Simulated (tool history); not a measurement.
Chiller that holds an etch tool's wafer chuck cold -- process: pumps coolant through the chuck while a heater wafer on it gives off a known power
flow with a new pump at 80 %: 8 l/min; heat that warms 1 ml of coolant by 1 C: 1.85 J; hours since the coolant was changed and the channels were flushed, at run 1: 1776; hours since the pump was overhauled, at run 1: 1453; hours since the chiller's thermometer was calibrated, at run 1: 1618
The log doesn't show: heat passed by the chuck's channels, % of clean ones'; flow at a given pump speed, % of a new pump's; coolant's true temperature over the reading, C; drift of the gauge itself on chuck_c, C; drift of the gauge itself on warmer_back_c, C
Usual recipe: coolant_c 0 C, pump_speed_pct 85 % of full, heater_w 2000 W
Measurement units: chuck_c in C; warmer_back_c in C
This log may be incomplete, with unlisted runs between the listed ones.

run,hour,coolant_c,pump_speed_pct,heater_w,hours since the coolant was changed and the channels were flushed,hours since the pump was overhauled,hours since the chiller's thermometer was calibrated,chuck_c,warmer_back_c
1,0.0,0,85,2000,1776,1453,1618,20.4,7.71
2,56.3,0,85,2000,1833,1509,1675,20.2,7.69
3,84.1,0,98,2000,1860,1537,1702,18.5,6.74
4,135.3,0,85,2000,1912,1588,1754,20.2,7.68
5,199.2,0,85,2000,1976,1652,1817,20.4,7.73
6,256.3,9,85,2000,2033,1709,1875,29.3,7.64
7,305.5,9,71,2000,2082,1758,1924,31.6,9.13
8,350.9,0,85,1292,2127,1803,1969,13.2,5.00
# hour 393.3: chiller's thermometer calibrated
9,404.7,0,85,1292,2180,1856,11,13.1,4.98
10,469.0,0,85,1292,2244,1921,76,13.2,5.04
11,511.3,0,85,2000,2287,1963,118,20.2,7.64
12,576.0,0,85,2000,2351,2028,183,20.2,7.71
13,613.3,0,85,2000,2389,2065,220,20.3,7.74
14,643.0,0,85,2000,2418,2095,250,20.2,7.71
15,678.4,0,85,2000,2454,2130,285,20.3,7.77
16,731.3,0,85,2000,2507,2183,338,20.3,7.78
17,789.0,0,85,1059,2564,2241,396,10.6,4.21
18,842.4,0,85,1059,2618,2294,449,10.7,4.15
19,894.5,0,85,1819,2670,2346,501,18.4,7.06
20,948.0,0,88,2535,2723,2400,555,25.2,9.45
21,988.2,0,88,2535,2764,2440,595,25.3,9.52
22,1053.5,4,88,2112,2829,2505,660,25.1,8.03
23,1082.3,-9,65,2112,2858,2534,689,16.0,10.68
24,1121.5,-9,65,2112,2897,2573,728,16.2,10.64
25,1159.0,-9,65,2112,2934,2611,766,16.2,10.62
26,1215.5,-9,65,2112,2991,2667,822,16.0,10.69
27,1262.2,-9,65,2112,3038,2714,869,16.0,10.65
28,1293.3,5,91,2944,3069,2745,900,33.7,10.77
29,1332.1,-2,85,1114,3108,2784,939,9.5,4.51
30,1388.6,0,89,1399,3164,2840,995,13.8,5.29
31,1452.3,0,71,1509,3228,2904,1059,17.0,7.09

A few steps of warmer_back_c between consecutive runs. Split each: what settings, incoming material and random variation would produce without the hidden state, and what is left over for the hidden state, along with gauge scatter present in only one of the two compared results (measured, and without hidden state):
Run 1 -> 2: nothing adjusted, nothing logged. warmer_back_c -0.02 C: hidden state +0.02, all else -0.04.
Run 4 -> 5: nothing adjusted, nothing logged. warmer_back_c +0.05 C: hidden state +0.02, all else +0.03.
Run 7 -> 8: coolant_c 9 -> 0, pump_speed_pct 71 -> 85, heater_w 2000 -> 1292. warmer_back_c -4.13 C: hidden state +0.00, all else -4.13.
Run 9 -> 10: nothing adjusted, nothing logged. warmer_back_c +0.06 C: hidden state +0.02, all else +0.04.
Run 16 -> 17: heater_w 2000 -> 1059. warmer_back_c -3.57 C: hidden state +0.01, all else -3.58.
Run 28 -> 29: coolant_c 5 -> -2, pump_speed_pct 91 -> 85, heater_w 2944 -> 1114. warmer_back_c -6.26 C: hidden state +0.01, all else -6.27.

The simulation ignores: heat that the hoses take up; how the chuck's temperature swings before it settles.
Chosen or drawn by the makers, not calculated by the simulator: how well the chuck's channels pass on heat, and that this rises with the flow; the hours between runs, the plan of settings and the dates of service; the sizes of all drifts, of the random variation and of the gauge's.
